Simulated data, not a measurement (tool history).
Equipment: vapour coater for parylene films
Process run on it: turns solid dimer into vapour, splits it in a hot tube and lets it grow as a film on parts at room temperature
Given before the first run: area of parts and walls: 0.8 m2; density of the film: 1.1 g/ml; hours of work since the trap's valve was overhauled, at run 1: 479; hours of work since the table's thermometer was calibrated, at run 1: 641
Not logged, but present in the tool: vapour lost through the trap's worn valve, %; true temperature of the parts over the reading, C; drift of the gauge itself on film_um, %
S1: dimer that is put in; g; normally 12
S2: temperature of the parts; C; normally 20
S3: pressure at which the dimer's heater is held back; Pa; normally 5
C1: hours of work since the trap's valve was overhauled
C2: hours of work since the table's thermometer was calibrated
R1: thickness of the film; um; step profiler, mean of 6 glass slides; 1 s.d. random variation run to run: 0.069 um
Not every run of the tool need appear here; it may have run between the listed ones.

run 1 hour=0 | S1=12 S2=20 S3=5 | C1=479 C2=641 | R1=7.82
run 2 hour=27.3 | S1=12 S2=20 S3=5 | C1=497 C2=660 | R1=7.8
run 3 hour=40.8 | S1=12 S2=20 S3=5 | C1=507 C2=669 | R1=7.78
run 4 hour=59.4 | S1=12 S2=20 S3=10.3 | C1=519 C2=682 | R1=7.34
run 5 hour=81 | S1=12 S2=20 S3=2.39 | C1=534 C2=697 | R1=8.23
run 6 hour=105.4 | S1=12 S2=20 S3=2.39 | C1=551 C2=714 | R1=8.13
-- hour=128.3 trap's valve overhauled
run 7 hour=136.4 | S1=12 S2=20 S3=5 | C1=6 C2=732 | R1=8.1
run 8 hour=154.3 | S1=12 S2=20 S3=8.2 | C1=18 C2=745 | R1=7.86
run 9 hour=174.2 | S1=12 S2=20 S3=4.36 | C1=32 C2=758 | R1=8.25
run 10 hour=189.2 | S1=12 S2=20 S3=4.36 | C1=42 C2=769 | R1=8.07
run 11 hour=215.9 | S1=12 S2=19 S3=4.36 | C1=60 C2=787 | R1=8.34
run 12 hour=242.6 | S1=12 S2=12 S3=4.36 | C1=79 C2=805 | R1=9.3
run 13 hour=256.5 | S1=12 S2=12 S3=4.36 | C1=88 C2=815 | R1=9.23
run 14 hour=281.9 | S1=12 S2=12 S3=4.36 | C1=106 C2=832 | R1=9.16
run 15 hour=298.3 | S1=12 S2=12 S3=4.36 | C1=117 C2=844 | R1=9.24
run 16 hour=322.6 | S1=12 S2=16 S3=5 | C1=134 C2=860 | R1=8.62
run 17 hour=345.2 | S1=12 S2=20 S3=5 | C1=149 C2=876 | R1=8.12
run 18 hour=362.9 | S1=12 S2=29 S3=5 | C1=161 C2=888 | R1=6.82
run 19 hour=382.3 | S1=20 S2=20 S3=5 | C1=175 C2=902 | R1=13.56
run 20 hour=401.2 | S1=6 S2=20 S3=5 | C1=188 C2=915 | R1=4.01
run 21 hour=418.2 | S1=6 S2=20 S3=5 | C1=199 C2=926 | R1=3.87
run 22 hour=445.4 | S1=12 S2=13 S3=5 | C1=218 C2=945 | R1=9.01
run 23 hour=458.4 | S1=12 S2=20 S3=5.18 | C1=227 C2=954 | R1=7.96
run 24 hour=475.3 | S1=12 S2=20 S3=5.18 | C1=239 C2=966 | R1=7.92
run 25 hour=497.6 | S1=12 S2=20 S3=5.18 | C1=254 C2=981 | R1=7.98
run 26 hour=514.7 | S1=12 S2=23 S3=10.72 | C1=266 C2=993 | R1=7.06
run 27 hour=541.5 | S1=12 S2=23 S3=7.84 | C1=284 C2=1011 | R1=7.31
run 28 hour=561 | S1=6 S2=20 S3=4.96 | C1=298 C2=1024 | R1=3.98
run 29 hour=578.2 | S1=6 S2=20 S3=4.96 | C1=309 C2=1036 | R1=3.96
run 30 hour=601.9 | S1=12 S2=29 S3=5 | C1=326 C2=1053 | R1=6.81
run 31 hour=617.6 | S1=12 S2=29 S3=5 | C1=337 C2=1063 | R1=6.88
run 32 hour=633.2 | S1=12 S2=29 S3=5 | C1=347 C2=1074 | R1=6.86
run 33 hour=658 | S1=10 S2=14 S3=5.41 | C1=364 C2=1091 | R1=7.19
run 34 hour=680.7 | S1=5 S2=16 S3=5 | C1=380 C2=1107 | R1=3.53
run 35 hour=702.4 | S1=12 S2=20 S3=2.16 | C1=395 C2=1122 | R1=8.3
run 36 hour=718.1 | S1=20 S2=20 S3=4.31 | C1=406 C2=1133 | R1=13.22
run 37 hour=744 | S1=12 S2=16 S3=5.09 | C1=424 C2=1150 | R1=8.26

Forecast each of these 4 alternatives for the next run:
run A hour=764.2 | S1=19 S2=25 S3=11.66 | C1=437 C2=1164 | R1=?
run B hour=764.2 | S1=12 S2=27 S3=5.09 | C1=437 C2=1164 | R1=?
run C hour=764.2 | S1=12 S2=13 S3=5.09 | C1=437 C2=1164 | R1=?
run D hour=764.2 | S1=12 S2=22 S3=2.78 | C1=437 C2=1164 | R1=?

run=A R1=10.79
run=B R1=7
run=C R1=8.77
run=D R1=7.94
The same runs, with their run-to-run variation unchanged, on a tool lacking any hidden condition would have given:
run=A R1=11.4
run=B R1=7.39
run=C R1=9.26
run=D R1=8.38
